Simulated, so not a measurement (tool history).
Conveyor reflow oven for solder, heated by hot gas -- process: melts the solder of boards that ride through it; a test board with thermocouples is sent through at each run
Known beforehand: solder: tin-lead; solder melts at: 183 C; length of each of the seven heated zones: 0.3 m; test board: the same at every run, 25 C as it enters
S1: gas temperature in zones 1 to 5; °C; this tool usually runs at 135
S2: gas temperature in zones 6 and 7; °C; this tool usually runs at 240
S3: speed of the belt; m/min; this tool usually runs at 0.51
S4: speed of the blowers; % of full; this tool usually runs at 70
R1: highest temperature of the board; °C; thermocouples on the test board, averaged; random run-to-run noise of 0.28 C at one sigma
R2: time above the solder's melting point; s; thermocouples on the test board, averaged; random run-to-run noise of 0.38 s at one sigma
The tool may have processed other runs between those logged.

run	hour	S1	S2	S3	S4	R1	R2
1	0	135	240	0.51	70	224.9	57.7
2	6.8	135	240	0.51	70	225	57.5
3	17.7	135	240	0.51	70	224.9	57.4
4	26.1	135	240	0.51	70	225.3	57.5
5	32.1	135	244	0.51	70	229.2	59.5
6	40	135	240	0.51	70	224.7	57.5
7	47.3	135	240	0.51	70	224.8	57.9
8	59.8	135	240	0.51	70	225.5	58.1
9	69.8	134	240	0.51	70	224.8	57
10	82.4	134	240	0.51	70	225.2	57.1
11	94.6	134	240	0.51	70	225.1	56.9
12	107.2	135	240	0.51	70	225.1	57.9
13	113.4	135	240	0.51	70	225.7	57.1
14	121.1	135	235	0.51	70	220.8	54.3
15	127	135	235	0.51	70	220.8	54.4
16	136.2	122	235	0.501	70	219.2	51.2
17	144.3	122	235	0.501	70	219.5	51
18	150	122	235	0.501	70	219.1	52.1
19	157.9	121	235	0.501	88	222.9	53.7
20	166.9	142	233	0.501	88	223	60
21	173.6	139	238	0.445	80	229.2	70.2
22	179.6	139	238	0.445	80	228.9	69.9
23	186.1	139	238	0.445	80	228.7	70.9
24	194.1	121	238	0.576	80	218.8	43.7
25	200.6	143	254	0.495	82	242.6	70.2
26	210.8	124	235	0.51	65	217.3	49.4
27	216	124	235	0.51	85	221.9	53.5
28	228.4	121	240	0.51	53	217.5	47.8
29	237	121	240	0.51	53	217.8	47.8
30	249.5	146	236	0.51	84	225.3	61.5

What if the next run were any one of these 3? Each begins from the tool's condition after run 30:
A	257.4	146	243	0.51	58	?	?
B	257.4	135	236	0.51	84	?	?
C	257.4	135	249	0.51	66	?	?

run	R1	R2
A	226.5	62.3
B	224.1	56.9
C	232.3	61.2
The same runs, with their run-to-run variation unchanged, on a tool lacking any hidden condition would have given:
run	R1	R2
A	226.6	62.3
B	224.2	57
C	232.4	61.2
